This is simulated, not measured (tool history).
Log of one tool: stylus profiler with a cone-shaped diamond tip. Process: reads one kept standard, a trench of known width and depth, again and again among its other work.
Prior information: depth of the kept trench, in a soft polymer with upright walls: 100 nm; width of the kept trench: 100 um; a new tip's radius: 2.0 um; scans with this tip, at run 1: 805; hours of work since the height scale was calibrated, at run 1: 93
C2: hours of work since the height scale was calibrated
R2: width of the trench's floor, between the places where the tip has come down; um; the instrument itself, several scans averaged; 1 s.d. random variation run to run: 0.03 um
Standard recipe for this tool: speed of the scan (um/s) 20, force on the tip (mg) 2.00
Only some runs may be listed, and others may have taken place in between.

{"run": 1, "hour": 0.0, "speed of the scan (um/s)": 20, "force on the tip (mg)": 2.0, "scans with this tip": 805, "C2": 93, "depth of the trench (Å)": 1013.8, "R2": 98.6}
{"run": 2, "hour": 16.6, "speed of the scan (um/s)": 20, "force on the tip (mg)": 2.0, "scans with this tip": 871, "C2": 100, "depth of the trench (Å)": 1013.6, "R2": 98.58}
{"run": 3, "hour": 28.5, "speed of the scan (um/s)": 20, "force on the tip (mg)": 2.0, "scans with this tip": 918, "C2": 106, "depth of the trench (Å)": 1013.5, "R2": 98.61}
{"run": 4, "hour": 44.2, "speed of the scan (um/s)": 20, "force on the tip (mg)": 2.0, "scans with this tip": 980, "C2": 113, "depth of the trench (Å)": 1013.3, "R2": 98.57}
{"run": 5, "hour": 54.8, "speed of the scan (um/s)": 20, "force on the tip (mg)": 2.0, "scans with this tip": 1023, "C2": 118, "depth of the trench (Å)": 1013.7, "R2": 98.58}
{"run": 6, "hour": 63.9, "speed of the scan (um/s)": 20, "force on the tip (mg)": 4.06, "scans with this tip": 1058, "C2": 122, "depth of the trench (Å)": 1021.6, "R2": 98.66}
{"run": 7, "hour": 72.6, "speed of the scan (um/s)": 56, "force on the tip (mg)": 4.06, "scans with this tip": 1093, "C2": 126, "depth of the trench (Å)": 1021.6, "R2": 98.42}
{"run": 8, "hour": 81.8, "speed of the scan (um/s)": 20, "force on the tip (mg)": 2.0, "scans with this tip": 1130, "C2": 130, "depth of the trench (Å)": 1013.6, "R2": 98.57}
{"run": 9, "hour": 94.5, "speed of the scan (um/s)": 20, "force on the tip (mg)": 2.0, "scans with this tip": 1180, "C2": 136, "depth of the trench (Å)": 1013.5, "R2": 98.5}
{"run": 10, "hour": 110.6, "speed of the scan (um/s)": 20, "force on the tip (mg)": 4.09, "scans with this tip": 1244, "C2": 143, "depth of the trench (Å)": 1022.2, "R2": 98.64}
{"run": 11, "hour": 122.4, "speed of the scan (um/s)": 20, "force on the tip (mg)": 4.09, "scans with this tip": 1291, "C2": 149, "depth of the trench (Å)": 1021.7, "R2": 98.59}
{"run": 12, "hour": 131.5, "speed of the scan (um/s)": 20, "force on the tip (mg)": 4.09, "scans with this tip": 1327, "C2": 153, "depth of the trench (Å)": 1022.2, "R2": 98.62}
{"run": 13, "hour": 145.2, "speed of the scan (um/s)": 39, "force on the tip (mg)": 2.0, "scans with this tip": 1381, "C2": 159, "depth of the trench (Å)": 1014.2, "R2": 98.43}
{"run": 14, "hour": 154.4, "speed of the scan (um/s)": 20, "force on the tip (mg)": 2.0, "scans with this tip": 1418, "C2": 163, "depth of the trench (Å)": 1013.7, "R2": 98.56}
{"run": 15, "hour": 165.1, "speed of the scan (um/s)": 20, "force on the tip (mg)": 1.76, "scans with this tip": 1460, "C2": 168, "depth of the trench (Å)": 1013.1, "R2": 98.58}
{"run": 16, "hour": 173.5, "speed of the scan (um/s)": 20, "force on the tip (mg)": 1.76, "scans with this tip": 1494, "C2": 172, "depth of the trench (Å)": 1013.2, "R2": 98.55}
{"run": 17, "hour": 181.2, "speed of the scan (um/s)": 20, "force on the tip (mg)": 1.76, "scans with this tip": 1524, "C2": 176, "depth of the trench (Å)": 1013.1, "R2": 98.54}
{"run": 18, "hour": 190.2, "speed of the scan (um/s)": 20, "force on the tip (mg)": 1.76, "scans with this tip": 1560, "C2": 180, "depth of the trench (Å)": 1013.3, "R2": 98.54}
{"run": 19, "hour": 202.1, "speed of the scan (um/s)": 20, "force on the tip (mg)": 1.76, "scans with this tip": 1608, "C2": 185, "depth of the trench (Å)": 1013.1, "R2": 98.62}
{"run": 20, "hour": 209.9, "speed of the scan (um/s)": 20, "force on the tip (mg)": 1.76, "scans with this tip": 1639, "C2": 189, "depth of the trench (Å)": 1012.9, "R2": 98.49}
{"run": 21, "hour": 226.8, "speed of the scan (um/s)": 22, "force on the tip (mg)": 1.76, "scans with this tip": 1706, "C2": 197, "depth of the trench (Å)": 1013.1, "R2": 98.56}
{"run": 22, "hour": 239.7, "speed of the scan (um/s)": 22, "force on the tip (mg)": 1.76, "scans with this tip": 1757, "C2": 202, "depth of the trench (Å)": 1013.2, "R2": 98.57}
{"run": 23, "hour": 249.1, "speed of the scan (um/s)": 20, "force on the tip (mg)": 2.0, "scans with this tip": 1794, "C2": 207, "depth of the trench (Å)": 1014.4, "R2": 98.53}
{"run": 24, "hour": 262.1, "speed of the scan (um/s)": 51, "force on the tip (mg)": 2.03, "scans with this tip": 1846, "C2": 213, "depth of the trench (Å)": 1014.2, "R2": 98.32}
{"run": 25, "hour": 273.6, "speed of the scan (um/s)": 51, "force on the tip (mg)": 2.03, "scans with this tip": 1891, "C2": 218, "depth of the trench (Å)": 1014.4, "R2": 98.32}
{"run": 26, "hour": 281.3, "speed of the scan (um/s)": 9, "force on the tip (mg)": 3.03, "scans with this tip": 1922, "C2": 221, "depth of the trench (Å)": 1018.3, "R2": 98.62}
{"run": 27, "hour": 298.6, "speed of the scan (um/s)": 6, "force on the tip (mg)": 3.03, "scans with this tip": 1991, "C2": 229, "depth of the trench (Å)": 1018.2, "R2": 98.62}
{"run": 28, "hour": 315.9, "speed of the scan (um/s)": 6, "force on the tip (mg)": 1.1, "scans with this tip": 2060, "C2": 237, "depth of the trench (Å)": 1009.6, "R2": 98.63}
{"run": 29, "hour": 331.1, "speed of the scan (um/s)": 6, "force on the tip (mg)": 1.1, "scans with this tip": 2120, "C2": 244, "depth of the trench (Å)": 1010.5, "R2": 98.61}
{"run": 30, "hour": 346.9, "speed of the scan (um/s)": 9, "force on the tip (mg)": 3.73, "scans with this tip": 2183, "C2": 251, "depth of the trench (Å)": 1021.3, "R2": 98.65}
{"run": 31, "hour": 357.5, "speed of the scan (um/s)": 9, "force on the tip (mg)": 2.66, "scans with this tip": 2225, "C2": 256, "depth of the trench (Å)": 1017.0, "R2": 98.69}
{"run": 32, "hour": 365.3, "speed of the scan (um/s)": 9, "force on the tip (mg)": 2.66, "scans with this tip": 2256, "C2": 260, "depth of the trench (Å)": 1017.4, "R2": 98.64}
{"run": 33, "hour": 377.8, "speed of the scan (um/s)": 22, "force on the tip (mg)": 2.29, "scans with this tip": 2306, "C2": 266, "depth of the trench (Å)": 1015.7, "R2": 98.52}
{"run": 34, "hour": 385.6, "speed of the scan (um/s)": 36, "force on the tip (mg)": 1.37, "scans with this tip": 2337, "C2": 269, "depth of the trench (Å)": 1011.4, "R2": 98.4}
{"run": 35, "hour": 398.8, "speed of the scan (um/s)": 59, "force on the tip (mg)": 0.8, "scans with this tip": 2389, "C2": 275, "depth of the trench (Å)": 1008.7, "R2": 98.03}
{"run": 36, "hour": 414.9, "speed of the scan (um/s)": 9, "force on the tip (mg)": 2.24, "scans with this tip": 2453, "C2": 283, "depth of the trench (Å)": 1015.5, "R2": 98.63}
{"run": 37, "hour": 428.5, "speed of the scan (um/s)": 9, "force on the tip (mg)": 2.24, "scans with this tip": 2507, "C2": 289, "depth of the trench (Å)": 1015.9, "R2": 98.61}
{"run": 38, "hour": 443.9, "speed of the scan (um/s)": 20, "force on the tip (mg)": 2.78, "scans with this tip": 2568, "C2": 296, "depth of the trench (Å)": 1017.4, "R2": 98.58}
{"run": 39, "hour": 455.8, "speed of the scan (um/s)": 20, "force on the tip (mg)": 2.78, "scans with this tip": 2615, "C2": 301, "depth of the trench (Å)": 1017.6, "R2": 98.57}
{"run": 40, "hour": 469.2, "speed of the scan (um/s)": 20, "force on the tip (mg)": 2.78, "scans with this tip": 2669, "C2": 307, "depth of the trench (Å)": 1017.9, "R2": 98.53}
{"run": 41, "hour": 477.5, "speed of the scan (um/s)": 34, "force on the tip (mg)": 2.28, "scans with this tip": 2702, "C2": 311, "depth of the trench (Å)": 1015.9, "R2": 98.47}
{"run": 42, "hour": 492.4, "speed of the scan (um/s)": 77, "force on the tip (mg)": 5.53, "scans with this tip": 2761, "C2": 318, "depth of the trench (Å)": 1027.4, "R2": 98.38}
{"run": 43, "hour": 506.5, "speed of the scan (um/s)": 27, "force on the tip (mg)": 5.43, "scans with this tip": 2817, "C2": 324, "depth of the trench (Å)": 1027.3, "R2": 98.58}
{"run": 44, "hour": 514.0, "speed of the scan (um/s)": 27, "force on the tip (mg)": 5.43, "scans with this tip": 2847, "C2": 328, "depth of the trench (Å)": 1027.1, "R2": 98.56}
{"run": 45, "hour": 528.7, "speed of the scan (um/s)": 21, "force on the tip (mg)": 5.85, "scans with this tip": 2905, "C2": 335, "depth of the trench (Å)": 1028.4, "R2": 98.56}
{"run": 46, "hour": 545.7, "speed of the scan (um/s)": 21, "force on the tip (mg)": 5.85, "scans with this tip": 2973, "C2": 342, "depth of the trench (Å)": 1028.8, "R2": 98.58}

Branching from run 46: 5 alternative next runs. What would each branch give?
{"run": "A", "hour": 562.9, "speed of the scan (um/s)": 38, "force on the tip (mg)": 4.63, "scans with this tip": 3041, "C2": 350, "depth of the trench (Å)": "?", "R2": "?"}
{"run": "B", "hour": 562.9, "speed of the scan (um/s)": 9, "force on the tip (mg)": 5.94, "scans with this tip": 3041, "C2": 350, "depth of the trench (Å)": "?", "R2": "?"}
{"run": "C", "hour": 562.9, "speed of the scan (um/s)": 59, "force on the tip (mg)": 0.85, "scans with this tip": 3041, "C2": 350, "depth of the trench (Å)": "?", "R2": "?"}
{"run": "D", "hour": 562.9, "speed of the scan (um/s)": 59, "force on the tip (mg)": 5.85, "scans with this tip": 3041, "C2": 350, "depth of the trench (Å)": "?", "R2": "?"}
{"run": "E", "hour": 562.9, "speed of the scan (um/s)": 20, "force on the tip (mg)": 3.07, "scans with this tip": 3041, "C2": 350, "depth of the trench (Å)": "?", "R2": "?"}

run=A depth_of_the_trench_(Å)=1024.9 R2=98.48
run=B depth_of_the_trench_(Å)=1029.3 R2=98.65
run=C depth_of_the_trench_(Å)=1008.9 R2=98.05
run=D depth_of_the_trench_(Å)=1029.0 R2=98.38
run=E depth_of_the_trench_(Å)=1019.1 R2=98.58
With the hidden condition removed and each run's random variation left untouched, the same runs would have given:
run=A depth_of_the_trench_(Å)=1023.2 R2=98.55
run=B depth_of_the_trench_(Å)=1027.6 R2=98.72
run=C depth_of_the_trench_(Å)=1007.3 R2=98.11
run=D depth_of_the_trench_(Å)=1027.4 R2=98.44
run=E depth_of_the_trench_(Å)=1017.5 R2=98.64
